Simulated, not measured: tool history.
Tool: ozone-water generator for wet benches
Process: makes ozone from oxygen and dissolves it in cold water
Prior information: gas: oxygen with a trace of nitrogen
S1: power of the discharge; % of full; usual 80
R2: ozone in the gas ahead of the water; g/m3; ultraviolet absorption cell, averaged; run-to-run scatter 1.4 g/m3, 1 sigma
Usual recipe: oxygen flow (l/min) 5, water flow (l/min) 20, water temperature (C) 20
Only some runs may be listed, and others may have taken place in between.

{"run": 1, "hour": 0.0, "S1": 80, "oxygen flow (l/min)": 5, "water flow (l/min)": 20, "water temperature (C)": 20, "dissolved ozone (ppm)": 21.1, "R2": 247.5}
{"run": 2, "hour": 65.3, "S1": 65, "oxygen flow (l/min)": 5, "water flow (l/min)": 20, "water temperature (C)": 20, "dissolved ozone (ppm)": 18.4, "R2": 212}
{"run": 3, "hour": 106.0, "S1": 65, "oxygen flow (l/min)": 5, "water flow (l/min)": 20, "water temperature (C)": 20, "dissolved ozone (ppm)": 18.1, "R2": 214.8}
{"run": 4, "hour": 160.2, "S1": 65, "oxygen flow (l/min)": 5, "water flow (l/min)": 20, "water temperature (C)": 20, "dissolved ozone (ppm)": 18.3, "R2": 212.5}
{"run": 5, "hour": 193.6, "S1": 65, "oxygen flow (l/min)": 5, "water flow (l/min)": 20, "water temperature (C)": 20, "dissolved ozone (ppm)": 18.3, "R2": 211.9}
{"run": 6, "hour": 232.1, "S1": 65, "oxygen flow (l/min)": 5, "water flow (l/min)": 20, "water temperature (C)": 20, "dissolved ozone (ppm)": 18, "R2": 211.9}
{"run": 7, "hour": 288.9, "S1": 65, "oxygen flow (l/min)": 5, "water flow (l/min)": 20, "water temperature (C)": 20, "dissolved ozone (ppm)": 17.8, "R2": 216}
{"run": 8, "hour": 356.7, "S1": 65, "oxygen flow (l/min)": 5, "water flow (l/min)": 20, "water temperature (C)": 20, "dissolved ozone (ppm)": 18, "R2": 213}
{"run": 9, "hour": 416.2, "S1": 65, "oxygen flow (l/min)": 5, "water flow (l/min)": 29, "water temperature (C)": 20, "dissolved ozone (ppm)": 13.3, "R2": 211.5}
{"run": 10, "hour": 461.6, "S1": 78, "oxygen flow (l/min)": 5, "water flow (l/min)": 20, "water temperature (C)": 20, "dissolved ozone (ppm)": 20.5, "R2": 239.5}
{"run": 11, "hour": 492.3, "S1": 78, "oxygen flow (l/min)": 5, "water flow (l/min)": 20, "water temperature (C)": 20, "dissolved ozone (ppm)": 20.6, "R2": 239.5}
{"run": 12, "hour": 525.6, "S1": 80, "oxygen flow (l/min)": 5, "water flow (l/min)": 20, "water temperature (C)": 20, "dissolved ozone (ppm)": 20.9, "R2": 244.7}
{"run": 13, "hour": 572.4, "S1": 80, "oxygen flow (l/min)": 5, "water flow (l/min)": 20, "water temperature (C)": 20, "dissolved ozone (ppm)": 20.6, "R2": 242.9}
{"run": 14, "hour": 604.4, "S1": 80, "oxygen flow (l/min)": 5.98, "water flow (l/min)": 20, "water temperature (C)": 20, "dissolved ozone (ppm)": 21.2, "R2": 229.8}
{"run": 15, "hour": 636.9, "S1": 80, "oxygen flow (l/min)": 5.98, "water flow (l/min)": 20, "water temperature (C)": 20, "dissolved ozone (ppm)": 21.5, "R2": 226.4}
{"run": 16, "hour": 674.1, "S1": 80, "oxygen flow (l/min)": 5.98, "water flow (l/min)": 20, "water temperature (C)": 20, "dissolved ozone (ppm)": 20.9, "R2": 228.9}
{"run": 17, "hour": 742.8, "S1": 56, "oxygen flow (l/min)": 5, "water flow (l/min)": 20, "water temperature (C)": 20, "dissolved ozone (ppm)": 16.4, "R2": 189.8}
{"run": 18, "hour": 791.7, "S1": 80, "oxygen flow (l/min)": 3.13, "water flow (l/min)": 26, "water temperature (C)": 21, "dissolved ozone (ppm)": 14.2, "R2": 283.5}
{"run": 19, "hour": 835.7, "S1": 92, "oxygen flow (l/min)": 6.41, "water flow (l/min)": 24, "water temperature (C)": 15, "dissolved ozone (ppm)": 22.2, "R2": 242.6}
{"run": 20, "hour": 889.8, "S1": 80, "oxygen flow (l/min)": 5, "water flow (l/min)": 20, "water temperature (C)": 14, "dissolved ozone (ppm)": 22.1, "R2": 241.9}
{"run": 21, "hour": 944.6, "S1": 92, "oxygen flow (l/min)": 5, "water flow (l/min)": 28, "water temperature (C)": 16, "dissolved ozone (ppm)": 17.7, "R2": 264.4}
{"run": 22, "hour": 979.1, "S1": 92, "oxygen flow (l/min)": 3.82, "water flow (l/min)": 13, "water temperature (C)": 19, "dissolved ozone (ppm)": 29.9, "R2": 291.4}
{"run": 23, "hour": 1031.3, "S1": 92, "oxygen flow (l/min)": 3.82, "water flow (l/min)": 16, "water temperature (C)": 17, "dissolved ozone (ppm)": 26.3, "R2": 293.1}
{"run": 24, "hour": 1093.9, "S1": 46, "oxygen flow (l/min)": 5, "water flow (l/min)": 12, "water temperature (C)": 20, "dissolved ozone (ppm)": 20.1, "R2": 166.1}
{"run": 25, "hour": 1137.1, "S1": 46, "oxygen flow (l/min)": 5, "water flow (l/min)": 12, "water temperature (C)": 20, "dissolved ozone (ppm)": 19.8, "R2": 165.6}
{"run": 26, "hour": 1176.6, "S1": 80, "oxygen flow (l/min)": 5.58, "water flow (l/min)": 20, "water temperature (C)": 20, "dissolved ozone (ppm)": 20.3, "R2": 232.7}
{"run": 27, "hour": 1241.1, "S1": 80, "oxygen flow (l/min)": 5.58, "water flow (l/min)": 20, "water temperature (C)": 20, "dissolved ozone (ppm)": 20.2, "R2": 231.6}
{"run": 28, "hour": 1270.7, "S1": 65, "oxygen flow (l/min)": 3.48, "water flow (l/min)": 32, "water temperature (C)": 13, "dissolved ozone (ppm)": 10.8, "R2": 238.4}
{"hour": 1280.8, "done": "water thermometer calibrated"}
{"run": 29, "hour": 1326.0, "S1": 60, "oxygen flow (l/min)": 5, "water flow (l/min)": 20, "water temperature (C)": 28, "dissolved ozone (ppm)": 14.7, "R2": 198}
{"run": 30, "hour": 1355.2, "S1": 83, "oxygen flow (l/min)": 7.57, "water flow (l/min)": 21, "water temperature (C)": 24, "dissolved ozone (ppm)": 19.7, "R2": 211.8}
{"run": 31, "hour": 1413.0, "S1": 68, "oxygen flow (l/min)": 8.76, "water flow (l/min)": 21, "water temperature (C)": 16, "dissolved ozone (ppm)": 20.4, "R2": 176.2}
{"run": 32, "hour": 1479.0, "S1": 61, "oxygen flow (l/min)": 8.76, "water flow (l/min)": 15, "water temperature (C)": 16, "dissolved ozone (ppm)": 23.4, "R2": 164.9}
{"run": 33, "hour": 1543.3, "S1": 61, "oxygen flow (l/min)": 8.76, "water flow (l/min)": 15, "water temperature (C)": 16, "dissolved ozone (ppm)": 23.1, "R2": 162.4}
{"run": 34, "hour": 1583.5, "S1": 43, "oxygen flow (l/min)": 5, "water flow (l/min)": 28, "water temperature (C)": 20, "dissolved ozone (ppm)": 10, "R2": 158.4}

Here are 3 independent what-if runs from the current tool condition. What would each one return?
{"run": "A", "hour": 1651.8, "S1": 43, "oxygen flow (l/min)": 5.2, "water flow (l/min)": 21, "water temperature (C)": 20, "dissolved ozone (ppm)": "?", "R2": "?"}
{"run": "B", "hour": 1651.8, "S1": 80, "oxygen flow (l/min)": 4.13, "water flow (l/min)": 20, "water temperature (C)": 27, "dissolved ozone (ppm)": "?", "R2": "?"}
{"run": "C", "hour": 1651.8, "S1": 80, "oxygen flow (l/min)": 2.62, "water flow (l/min)": 20, "water temperature (C)": 20, "dissolved ozone (ppm)": "?", "R2": "?"}

run=A dissolved_ozone_(ppm)=12.9 R2=154.6
run=B dissolved_ozone_(ppm)=17.5 R2=252.6
run=C dissolved_ozone_(ppm)=17 R2=297.2
What these runs would have given with no unlogged condition in the tool:
run=A dissolved_ozone_(ppm)=14.5 R2=161.1
run=B dissolved_ozone_(ppm)=20.3 R2=270
run=C dissolved_ozone_(ppm)=19.6 R2=317.6
